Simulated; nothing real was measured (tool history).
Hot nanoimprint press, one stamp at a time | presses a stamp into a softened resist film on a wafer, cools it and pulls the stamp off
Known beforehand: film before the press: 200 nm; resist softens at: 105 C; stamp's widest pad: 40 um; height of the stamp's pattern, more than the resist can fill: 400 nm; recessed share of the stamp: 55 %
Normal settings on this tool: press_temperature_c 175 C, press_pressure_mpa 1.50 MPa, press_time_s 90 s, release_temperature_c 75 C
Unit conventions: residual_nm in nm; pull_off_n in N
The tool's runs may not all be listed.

{"run": 1, "hour": 0.0, "press_temperature_c": 175, "press_pressure_mpa": 1.5, "press_time_s": 90, "release_temperature_c": 75, "residual_nm": 73.4, "pull_off_n": 135}
{"run": 2, "hour": 43.0, "press_temperature_c": 175, "press_pressure_mpa": 1.5, "press_time_s": 90, "release_temperature_c": 75, "residual_nm": 74.6, "pull_off_n": 135}
{"run": 3, "hour": 71.0, "press_temperature_c": 175, "press_pressure_mpa": 1.5, "press_time_s": 90, "release_temperature_c": 75, "residual_nm": 74.3, "pull_off_n": 146}
{"run": 4, "hour": 99.9, "press_temperature_c": 175, "press_pressure_mpa": 1.5, "press_time_s": 58, "release_temperature_c": 75, "residual_nm": 88.8, "pull_off_n": 143}
{"run": 5, "hour": 131.7, "press_temperature_c": 175, "press_pressure_mpa": 1.5, "press_time_s": 90, "release_temperature_c": 75, "residual_nm": 74.5, "pull_off_n": 151}
{"run": 6, "hour": 179.5, "press_temperature_c": 175, "press_pressure_mpa": 1.5, "press_time_s": 90, "release_temperature_c": 75, "residual_nm": 75.8, "pull_off_n": 159}
{"run": 7, "hour": 204.0, "press_temperature_c": 175, "press_pressure_mpa": 1.5, "press_time_s": 90, "release_temperature_c": 75, "residual_nm": 76.1, "pull_off_n": 168}
{"run": 8, "hour": 244.4, "press_temperature_c": 175, "press_pressure_mpa": 1.5, "press_time_s": 90, "release_temperature_c": 75, "residual_nm": 75.4, "pull_off_n": 173}
{"hour": 254.2, "done": "stamp cleaned and given a new release coat"}
{"run": 9, "hour": 275.6, "press_temperature_c": 175, "press_pressure_mpa": 1.5, "press_time_s": 90, "release_temperature_c": 75, "residual_nm": 76.1, "pull_off_n": 126}
{"run": 10, "hour": 312.6, "press_temperature_c": 175, "press_pressure_mpa": 1.5, "press_time_s": 128, "release_temperature_c": 75, "residual_nm": 65.8, "pull_off_n": 131}
{"run": 11, "hour": 346.2, "press_temperature_c": 175, "press_pressure_mpa": 1.5, "press_time_s": 128, "release_temperature_c": 75, "residual_nm": 66.7, "pull_off_n": 138}
{"run": 12, "hour": 377.1, "press_temperature_c": 175, "press_pressure_mpa": 1.5, "press_time_s": 90, "release_temperature_c": 75, "residual_nm": 77.1, "pull_off_n": 139}
{"run": 13, "hour": 419.4, "press_temperature_c": 175, "press_pressure_mpa": 1.5, "press_time_s": 90, "release_temperature_c": 75, "residual_nm": 77.4, "pull_off_n": 147}
{"run": 14, "hour": 458.7, "press_temperature_c": 175, "press_pressure_mpa": 1.5, "press_time_s": 90, "release_temperature_c": 75, "residual_nm": 78.4, "pull_off_n": 155}
{"run": 15, "hour": 498.7, "press_temperature_c": 175, "press_pressure_mpa": 1.24, "press_time_s": 90, "release_temperature_c": 75, "residual_nm": 84.8, "pull_off_n": 158}
{"hour": 508.4, "done": "plate thermocouple calibrated"}
{"run": 16, "hour": 539.8, "press_temperature_c": 175, "press_pressure_mpa": 2.12, "press_time_s": 90, "release_temperature_c": 75, "residual_nm": 68.2, "pull_off_n": 166}
{"run": 17, "hour": 572.2, "press_temperature_c": 171, "press_pressure_mpa": 1.16, "press_time_s": 51, "release_temperature_c": 78, "residual_nm": 124.6, "pull_off_n": 165}
{"hour": 588.9, "done": "stamp cleaned and given a new release coat"}
{"run": 18, "hour": 607.2, "press_temperature_c": 171, "press_pressure_mpa": 1.16, "press_time_s": 51, "release_temperature_c": 78, "residual_nm": 123.2, "pull_off_n": 125}
{"run": 19, "hour": 631.0, "press_temperature_c": 175, "press_pressure_mpa": 2.17, "press_time_s": 106, "release_temperature_c": 79, "residual_nm": 63.5, "pull_off_n": 121}
{"run": 20, "hour": 667.1, "press_temperature_c": 182, "press_pressure_mpa": 2.17, "press_time_s": 106, "release_temperature_c": 79, "residual_nm": 48.9, "pull_off_n": 128}
{"run": 21, "hour": 711.2, "press_temperature_c": 182, "press_pressure_mpa": 1.98, "press_time_s": 106, "release_temperature_c": 81, "residual_nm": 50.7, "pull_off_n": 133}
{"run": 22, "hour": 745.0, "press_temperature_c": 182, "press_pressure_mpa": 2.23, "press_time_s": 106, "release_temperature_c": 79, "residual_nm": 49.0, "pull_off_n": 138}
{"hour": 750.4, "done": "plate thermocouple calibrated, once more"}
{"hour": 770.0, "done": "press's hydraulic seals changed and the load cell set to zero"}
{"run": 23, "hour": 800.1, "press_temperature_c": 177, "press_pressure_mpa": 2.16, "press_time_s": 95, "release_temperature_c": 79, "residual_nm": 55.5, "pull_off_n": 138}
{"run": 24, "hour": 830.8, "press_temperature_c": 169, "press_pressure_mpa": 1.57, "press_time_s": 57, "release_temperature_c": 81, "residual_nm": 106.9, "pull_off_n": 144}
{"run": 25, "hour": 868.9, "press_temperature_c": 167, "press_pressure_mpa": 2.27, "press_time_s": 69, "release_temperature_c": 62, "residual_nm": 93.4, "pull_off_n": 186}
{"run": 26, "hour": 906.4, "press_temperature_c": 175, "press_pressure_mpa": 1.5, "press_time_s": 85, "release_temperature_c": 71, "residual_nm": 75.7, "pull_off_n": 175}
{"hour": 931.9, "done": "stamp cleaned and given a new release coat"}
{"run": 27, "hour": 960.6, "press_temperature_c": 175, "press_pressure_mpa": 1.15, "press_time_s": 110, "release_temperature_c": 71, "residual_nm": 77.8, "pull_off_n": 136}
{"run": 28, "hour": 991.6, "press_temperature_c": 175, "press_pressure_mpa": 1.65, "press_time_s": 90, "release_temperature_c": 67, "residual_nm": 72.5, "pull_off_n": 147}
{"run": 29, "hour": 1029.0, "press_temperature_c": 183, "press_pressure_mpa": 1.65, "press_time_s": 90, "release_temperature_c": 75, "residual_nm": 53.8, "pull_off_n": 139}

Branching from run 29: 4 alternative next runs. What would each branch give?
{"run": "A", "hour": 1062.7, "press_temperature_c": 183, "press_pressure_mpa": 1.65, "press_time_s": 90, "release_temperature_c": 68, "residual_nm": "?", "pull_off_n": "?"}
{"run": "B", "hour": 1062.7, "press_temperature_c": 175, "press_pressure_mpa": 1.5, "press_time_s": 87, "release_temperature_c": 77, "residual_nm": "?", "pull_off_n": "?"}
{"run": "C", "hour": 1062.7, "press_temperature_c": 175, "press_pressure_mpa": 1.17, "press_time_s": 50, "release_temperature_c": 75, "residual_nm": "?", "pull_off_n": "?"}
{"run": "D", "hour": 1062.7, "press_temperature_c": 175, "press_pressure_mpa": 1.65, "press_time_s": 90, "release_temperature_c": 75, "residual_nm": "?", "pull_off_n": "?"}

run=A residual_nm=53.9 pull_off_n=152
run=B residual_nm=76.0 pull_off_n=141
run=C residual_nm=105.2 pull_off_n=144
run=D residual_nm=71.7 pull_off_n=135
Take away the tool's hidden state, keep each run's random variation, and the runs would have read:
run=A residual_nm=52.1 pull_off_n=130
run=B residual_nm=73.6 pull_off_n=121
run=C residual_nm=102.3 pull_off_n=124
run=D residual_nm=69.2 pull_off_n=116

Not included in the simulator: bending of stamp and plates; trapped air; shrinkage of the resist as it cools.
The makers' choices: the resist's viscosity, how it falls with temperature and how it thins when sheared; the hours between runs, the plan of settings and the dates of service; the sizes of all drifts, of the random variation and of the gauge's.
